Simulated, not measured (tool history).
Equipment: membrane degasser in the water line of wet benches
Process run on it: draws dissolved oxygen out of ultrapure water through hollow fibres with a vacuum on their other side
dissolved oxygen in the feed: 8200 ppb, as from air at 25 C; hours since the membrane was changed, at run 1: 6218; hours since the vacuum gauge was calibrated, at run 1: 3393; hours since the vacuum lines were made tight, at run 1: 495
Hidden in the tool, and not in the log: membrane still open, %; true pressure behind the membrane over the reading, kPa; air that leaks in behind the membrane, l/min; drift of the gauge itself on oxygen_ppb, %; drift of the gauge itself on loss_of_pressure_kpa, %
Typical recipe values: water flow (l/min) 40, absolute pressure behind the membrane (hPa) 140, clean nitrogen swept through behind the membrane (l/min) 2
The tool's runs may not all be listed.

run,day,water flow (l/min),absolute pressure behind the membrane (hPa),clean nitrogen swept through behind the membrane (l/min),hours since the membrane was changed,hours since the vacuum gauge was calibrated,hours since the vacuum lines were made tight,dissolved oxygen in the water behind the degasser (ppb),pressure that the water loses in the fibres (hPa)
1,0,40,140,2,6218,3393,495,481.1,608
2,12.104,40,140,2,6509,3684,785,481,607.8
# day 20.079: vacuum gauge calibrated
3,22.492,40,140,2,6758,58,1034,487.6,613.1
4,29.633,40,140,2,6929,229,1205,488.9,609.6
5,38.958,40,140,2,7153,453,1429,489.6,611.1
# day 50.896: vacuum gauge calibrated, once more
6,51.358,40,109,2,7450,11,1726,346,614.7
7,59.196,40,109,2,7638,199,1914,348.9,613.8
8,70.279,40,109,2,7904,465,2180,348,612.9
9,76.5,40,109,2,8053,614,2330,348.4,616.3
10,88.267,40,109,2,8336,897,2612,349.5,613.2
11,95.638,40,116,2,8513,1074,2789,380,614.6
12,105.95,40,256,5.09,8760,1321,3036,420.3,615.9
13,112.483,35,140,1.24,8917,1478,3193,622.6,542.2
14,125.133,41,216,2.06,9221,1782,3497,775.6,633
15,138.892,45,210,1.92,9551,2112,3827,862.2,695.1
16,150.996,26,140,2,9841,2402,4117,322.5,401.9
17,164.3,56,256,5.08,10161,2722,4437,609.5,871.6
18,171.712,40,140,1.9,10338,2900,4615,504.9,621.6
19,184.821,40,132,3.88,10653,3214,4929,259.4,624.9
20,194.808,34,140,1.28,10893,3454,5169,600,527.2
21,204.938,34,180,2,11136,3697,5412,556.3,526.6

Each row is a separate what-if for the run after 21, all from the same tool condition, not one after another. Results?
# day 211.467: seals of the vacuum lines changed
# day 212.296: vacuum gauge calibrated
A,212.979,34,180,2.59,11326,16,36,?,?
# day 211.467: seals of the vacuum lines changed
# day 212.296: vacuum gauge calibrated
B,212.979,45,202,2,11326,16,36,?,?
# day 211.467: seals of the vacuum lines changed
# day 212.296: vacuum gauge calibrated
C,212.979,25,144,2,11326,16,36,?,?
# day 211.467: seals of the vacuum lines changed
# day 212.296: vacuum gauge calibrated
D,212.979,40,124,0.98,11326,16,36,?,?
# day 211.467: seals of the vacuum lines changed
# day 212.296: vacuum gauge calibrated
E,212.979,63,341,2.79,11326,16,36,?,?

run,dissolved oxygen in the water behind the degasser (ppb),pressure that the water loses in the fibres (hPa)
A,440.1,531.8
B,796.5,703.1
C,318.1,389.7
D,715.4,624.9
E,1388.4,986.9
What these runs would have given with no unlogged condition in the tool:
run,dissolved oxygen in the water behind the degasser (ppb),pressure that the water loses in the fibres (hPa)
A,436.2,500.5
B,787.5,661.7
C,316.3,366.6
D,708.1,588.1
E,1369.6,928.7

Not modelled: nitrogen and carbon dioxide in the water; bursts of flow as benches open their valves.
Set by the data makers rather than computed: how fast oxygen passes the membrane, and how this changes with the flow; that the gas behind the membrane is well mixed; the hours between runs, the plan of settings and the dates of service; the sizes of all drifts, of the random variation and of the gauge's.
